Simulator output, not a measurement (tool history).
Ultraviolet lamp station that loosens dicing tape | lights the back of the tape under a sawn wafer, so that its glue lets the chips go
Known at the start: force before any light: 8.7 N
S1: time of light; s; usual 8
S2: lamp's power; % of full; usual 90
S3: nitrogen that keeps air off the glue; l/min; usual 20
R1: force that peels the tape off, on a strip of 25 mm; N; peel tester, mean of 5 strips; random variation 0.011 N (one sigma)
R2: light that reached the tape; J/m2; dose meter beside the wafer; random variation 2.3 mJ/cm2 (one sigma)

{"run": 1, "day": 0.0, "S1": 8, "S2": 90, "S3": 20, "R1": 0.643, "R2": 2120}
{"run": 2, "day": 0.3, "S1": 8, "S2": 90, "S3": 20, "R1": 0.661, "R2": 2090}
{"run": 3, "day": 0.488, "S1": 7, "S2": 90, "S3": 20, "R1": 0.848, "R2": 1870}
{"run": 4, "day": 0.658, "S1": 7, "S2": 90, "S3": 20, "R1": 0.85, "R2": 1850}
{"run": 5, "day": 0.821, "S1": 7, "S2": 90, "S3": 20, "R1": 0.869, "R2": 1880}
{"run": 6, "day": 1.188, "S1": 7, "S2": 90, "S3": 20, "R1": 0.852, "R2": 1850}
{"run": 7, "day": 1.546, "S1": 7, "S2": 90, "S3": 20, "R1": 0.839, "R2": 1800}
{"run": 8, "day": 1.921, "S1": 8, "S2": 84, "S3": 20, "R1": 0.755, "R2": 1970}
{"day": 1.971, "done": "window cleaned of glue's vapour"}
{"run": 9, "day": 2.138, "S1": 8, "S2": 90, "S3": 19, "R1": 0.825, "R2": 1910}
{"run": 10, "day": 2.408, "S1": 10, "S2": 90, "S3": 19, "R1": 0.543, "R2": 2400}
{"run": 11, "day": 2.571, "S1": 8, "S2": 90, "S3": 20, "R1": 0.806, "R2": 1900}
{"run": 12, "day": 2.821, "S1": 8, "S2": 90, "S3": 20, "R1": 0.801, "R2": 1890}
{"run": 13, "day": 3.012, "S1": 8, "S2": 90, "S3": 8, "R1": 1.479, "R2": 1930}
{"run": 14, "day": 3.192, "S1": 8, "S2": 90, "S3": 8, "R1": 1.486, "R2": 1870}
{"day": 3.446, "done": "window cleaned of glue's vapour, once more"}
{"run": 15, "day": 3.529, "S1": 5, "S2": 64, "S3": 27, "R1": 1.884, "R2": 1070}
{"run": 16, "day": 3.908, "S1": 5, "S2": 64, "S3": 27, "R1": 1.888, "R2": 1110}
{"run": 17, "day": 4.096, "S1": 11, "S2": 75, "S3": 27, "R1": 0.342, "R2": 2680}
{"run": 18, "day": 4.496, "S1": 11, "S2": 75, "S3": 27, "R1": 0.357, "R2": 2720}
{"run": 19, "day": 4.792, "S1": 8, "S2": 90, "S3": 30, "R1": 0.416, "R2": 2400}
{"run": 20, "day": 5.171, "S1": 8, "S2": 86, "S3": 20, "R1": 0.55, "R2": 2300}
{"run": 21, "day": 5.517, "S1": 8, "S2": 90, "S3": 19, "R1": 0.539, "R2": 2400}
{"run": 22, "day": 5.683, "S1": 5, "S2": 90, "S3": 19, "R1": 1.303, "R2": 1510}
{"run": 23, "day": 5.933, "S1": 6, "S2": 100, "S3": 19, "R1": 0.782, "R2": 1980}
{"run": 24, "day": 6.175, "S1": 6, "S2": 63, "S3": 7, "R1": 2.737, "R2": 1260}
{"run": 25, "day": 6.475, "S1": 8, "S2": 85, "S3": 22, "R1": 0.57, "R2": 2250}
{"run": 26, "day": 6.646, "S1": 8, "S2": 85, "S3": 22, "R1": 0.544, "R2": 2200}

The same runs without the tool's hidden state, with the same run-to-run variation:
The hidden state here: lamp's light, % of a new lamp's; light that the window lets through, % of a clean one's; drift of the gauge itself on peel_n, %; drift of the gauge itself on dose_mj_cm2, %.
run=1 R1=0.486 R2=2450
run=2 R1=0.499 R2=2420
run=3 R1=0.638 R2=2160
run=4 R1=0.64 R2=2150
run=5 R1=0.651 R2=2170
run=6 R1=0.636 R2=2150
run=7 R1=0.623 R2=2100
run=8 R1=0.557 R2=2300
run=9 R1=0.502 R2=2460
run=10 R1=0.344 R2=3080
run=11 R1=0.487 R2=2450
run=12 R1=0.481 R2=2450
run=13 R1=0.938 R2=2490
run=14 R1=0.943 R2=2430
run=15 R1=1.814 R2=1100
run=16 R1=1.812 R2=1140
run=17 R1=0.327 R2=2760
run=18 R1=0.341 R2=2810
run=19 R1=0.392 R2=2480
run=20 R1=0.513 R2=2380
run=21 R1=0.502 R2=2490
run=22 R1=1.22 R2=1570
run=23 R1=0.724 R2=2060
run=24 R1=2.617 R2=1310
run=25 R1=0.524 R2=2350
run=26 R1=0.499 R2=2300

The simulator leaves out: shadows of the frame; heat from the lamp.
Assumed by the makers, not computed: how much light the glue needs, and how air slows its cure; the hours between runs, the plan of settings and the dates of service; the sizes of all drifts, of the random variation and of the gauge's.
